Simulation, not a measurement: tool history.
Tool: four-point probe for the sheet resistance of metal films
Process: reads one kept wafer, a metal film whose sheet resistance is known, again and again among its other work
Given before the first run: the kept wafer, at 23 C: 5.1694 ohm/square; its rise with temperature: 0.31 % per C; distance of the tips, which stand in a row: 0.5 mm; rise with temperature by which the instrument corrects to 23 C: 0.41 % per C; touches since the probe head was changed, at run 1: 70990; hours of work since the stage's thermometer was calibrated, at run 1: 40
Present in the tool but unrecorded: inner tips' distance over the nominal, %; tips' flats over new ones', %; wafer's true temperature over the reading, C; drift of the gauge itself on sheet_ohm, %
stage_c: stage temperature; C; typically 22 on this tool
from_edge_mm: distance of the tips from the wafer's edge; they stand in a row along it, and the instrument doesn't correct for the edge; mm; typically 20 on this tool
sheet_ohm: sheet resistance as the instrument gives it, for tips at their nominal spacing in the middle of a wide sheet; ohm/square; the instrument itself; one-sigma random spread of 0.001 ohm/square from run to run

run,hour,stage_c,from_edge_mm,touches since the probe head was changed,hours of work since the stage's thermometer was calibrated,sheet_ohm
1,0,22,20,70990,40,5.174798
2,61.2,22,39,73606,71,5.173003
3,123.1,22,20,76251,103,5.171839
4,167.1,22,20,78134,125,5.171167
5,244.9,22,20,81458,164,5.172498
6,300.4,22,20,83832,192,5.170941
7,368.4,22,20,86740,227,5.168181
8,409.9,22,20,88514,247,5.167775
9,489.2,22,20,91903,288,5.167587
10,537.7,22,20,93974,312,5.167696
11,613,22,20,97195,350,5.166179
# hour 618.1: stage's thermometer calibrated
12,656.6,22,20,99036,19,5.1658
13,739.6,34,20,102586,61,5.104497
14,788,34,20,104654,86,5.10494
15,824.5,20,25,106215,104,5.175116
# hour 886.7: stage's thermometer calibrated, once more
16,899.5,28,53,109399,6,5.127404
17,936.7,20,8,110992,25,5.177263
18,1025.9,20,8,114802,70,5.178068
19,1106.8,30,4,118261,111,5.159398
20,1191.3,23,13,121873,154,5.155888
21,1235.6,27,20,123767,176,5.129506
22,1280.7,21,5,125696,199,5.187902
23,1322.2,20,6,127470,220,5.183586
# hour 1406.4: new probe head fitted
24,1413.2,21,59,292,265,5.177962
25,1463.3,21,59,2434,291,5.177527
26,1510.9,22,13,4467,315,5.175925
27,1560.5,25,5,6586,340,5.181944

Expected results for the next run?
28,1641,19,3,10031,380,?

{"run 28": {"sheet_ohm": 5.262056}}
If the tool had no hidden condition, the same run with the same run-to-run variation would have returned sheet_ohm 5.267853 ohm/square.
